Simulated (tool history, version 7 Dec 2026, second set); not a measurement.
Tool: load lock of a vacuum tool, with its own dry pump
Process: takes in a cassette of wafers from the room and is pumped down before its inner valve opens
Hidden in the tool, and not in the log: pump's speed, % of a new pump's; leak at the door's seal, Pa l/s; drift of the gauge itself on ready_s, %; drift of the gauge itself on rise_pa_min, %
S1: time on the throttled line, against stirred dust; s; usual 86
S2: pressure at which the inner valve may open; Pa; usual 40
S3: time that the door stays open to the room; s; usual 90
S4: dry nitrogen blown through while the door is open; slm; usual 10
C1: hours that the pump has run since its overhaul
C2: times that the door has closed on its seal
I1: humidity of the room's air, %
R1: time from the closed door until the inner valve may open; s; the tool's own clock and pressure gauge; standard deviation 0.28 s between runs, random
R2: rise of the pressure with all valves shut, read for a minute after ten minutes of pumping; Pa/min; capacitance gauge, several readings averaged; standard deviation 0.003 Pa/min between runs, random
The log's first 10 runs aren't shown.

{"run": 11, "day": 26.775, "S1": 86, "S2": 40, "S3": 90, "S4": 10, "C1": 2156, "C2": 11097, "I1": 46.1, "R1": 113.0, "R2": 0.268}
{"run": 12, "day": 29.096, "S1": 86, "S2": 40, "S3": 90, "S4": 10, "C1": 2212, "C2": 11260, "I1": 46.0, "R1": 112.5, "R2": 0.269}
{"run": 13, "day": 31.321, "S1": 86, "S2": 44, "S3": 90, "S4": 10, "C1": 2265, "C2": 11417, "I1": 46.0, "R1": 112.5, "R2": 0.284}
{"run": 14, "day": 33.9, "S1": 86, "S2": 44, "S3": 90, "S4": 10, "C1": 2327, "C2": 11599, "I1": 45.8, "R1": 112.5, "R2": 0.282}
{"run": 15, "day": 36.117, "S1": 86, "S2": 44, "S3": 90, "S4": 10, "C1": 2380, "C2": 11755, "I1": 44.9, "R1": 112.3, "R2": 0.291}
{"run": 16, "day": 39.338, "S1": 86, "S2": 44, "S3": 90, "S4": 10, "C1": 2458, "C2": 11982, "I1": 43.6, "R1": 112.5, "R2": 0.291}
{"run": 17, "day": 41.55, "S1": 86, "S2": 44, "S3": 90, "S4": 10, "C1": 2511, "C2": 12138, "I1": 47.2, "R1": 112.6, "R2": 0.305}
{"run": 18, "day": 44.375, "S1": 86, "S2": 68, "S3": 28, "S4": 10, "C1": 2578, "C2": 12337, "I1": 44.2, "R1": 110.2, "R2": 0.288}
{"run": 19, "day": 48.504, "S1": 70, "S2": 38, "S3": 28, "S4": 10, "C1": 2678, "C2": 12628, "I1": 45.4, "R1": 99.2, "R2": 0.29}
{"run": 20, "day": 50.717, "S1": 70, "S2": 48, "S3": 28, "S4": 4, "C1": 2731, "C2": 12784, "I1": 44.7, "R1": 97.7, "R2": 0.306}
{"run": 21, "day": 54.346, "S1": 171, "S2": 58, "S3": 230, "S4": 39, "C1": 2818, "C2": 13040, "I1": 46.6, "R1": 186.9, "R2": 0.323}
{"run": 22, "day": 56.612, "S1": 171, "S2": 58, "S3": 230, "S4": 39, "C1": 2872, "C2": 13200, "I1": 46.7, "R1": 186.6, "R2": 0.333}
{"run": 23, "day": 58.679, "S1": 86, "S2": 32, "S3": 196, "S4": 10, "C1": 2922, "C2": 13345, "I1": 46.1, "R1": 114.2, "R2": 0.358}
{"run": 24, "day": 62.075, "S1": 57, "S2": 47, "S3": 203, "S4": 10, "C1": 3003, "C2": 13584, "I1": 44.5, "R1": 86.6, "R2": 0.358}
{"run": 25, "day": 65.125, "S1": 57, "S2": 47, "S3": 203, "S4": 10, "C1": 3076, "C2": 13799, "I1": 48.7, "R1": 87.0, "R2": 0.371}
{"run": 26, "day": 68.617, "S1": 51, "S2": 47, "S3": 203, "S4": 41, "C1": 3160, "C2": 14045, "I1": 43.6, "R1": 81.5, "R2": 0.352}
{"run": 27, "day": 70.929, "S1": 86, "S2": 31, "S3": 80, "S4": 11, "C1": 3216, "C2": 14208, "I1": 48.0, "R1": 114.8, "R2": 0.367}
{"run": 28, "day": 73.625, "S1": 79, "S2": 30, "S3": 46, "S4": 11, "C1": 3280, "C2": 14398, "I1": 44.2, "R1": 108.3, "R2": 0.368}
{"run": 29, "day": 77.692, "S1": 86, "S2": 40, "S3": 63, "S4": 11, "C1": 3378, "C2": 14685, "I1": 41.9, "R1": 113.5, "R2": 0.378}
{"run": 30, "day": 79.633, "S1": 86, "S2": 40, "S3": 63, "S4": 11, "C1": 3425, "C2": 14822, "I1": 46.8, "R1": 113.1, "R2": 0.399}
{"run": 31, "day": 83.817, "S1": 86, "S2": 44, "S3": 65, "S4": 10, "C1": 3525, "C2": 15117, "I1": 49.8, "R1": 112.7, "R2": 0.402}
{"run": 32, "day": 87.033, "S1": 86, "S2": 44, "S3": 65, "S4": 10, "C1": 3602, "C2": 15343, "I1": 41.7, "R1": 112.9, "R2": 0.403}
{"run": 33, "day": 91.129, "S1": 86, "S2": 44, "S3": 65, "S4": 10, "C1": 3701, "C2": 15632, "I1": 43.4, "R1": 113.1, "R2": 0.422}

3 ways to go on from here, each from the tool as it stands after run 33. What would each give?
{"run": "A", "day": 94.5, "S1": 86, "S2": 44, "S3": 58, "S4": 10, "C1": 3781, "C2": 15870, "I1": 44.1, "R1": "?", "R2": "?"}
{"run": "B", "day": 94.5, "S1": 86, "S2": 34, "S3": 90, "S4": 10, "C1": 3781, "C2": 15870, "I1": 45.2, "R1": "?", "R2": "?"}
{"run": "C", "day": 94.5, "S1": 166, "S2": 40, "S3": 124, "S4": 6, "C1": 3781, "C2": 15870, "I1": 42.1, "R1": "?", "R2": "?"}

run=A R1=112.4 R2=0.439
run=B R1=114.1 R2=0.447
run=C R1=184.5 R2=0.453
What these runs would have given with no unlogged condition in the tool:
run=A R1=111.1 R2=0.040
run=B R1=112.8 R2=0.042
run=C R1=183.7 R2=0.053
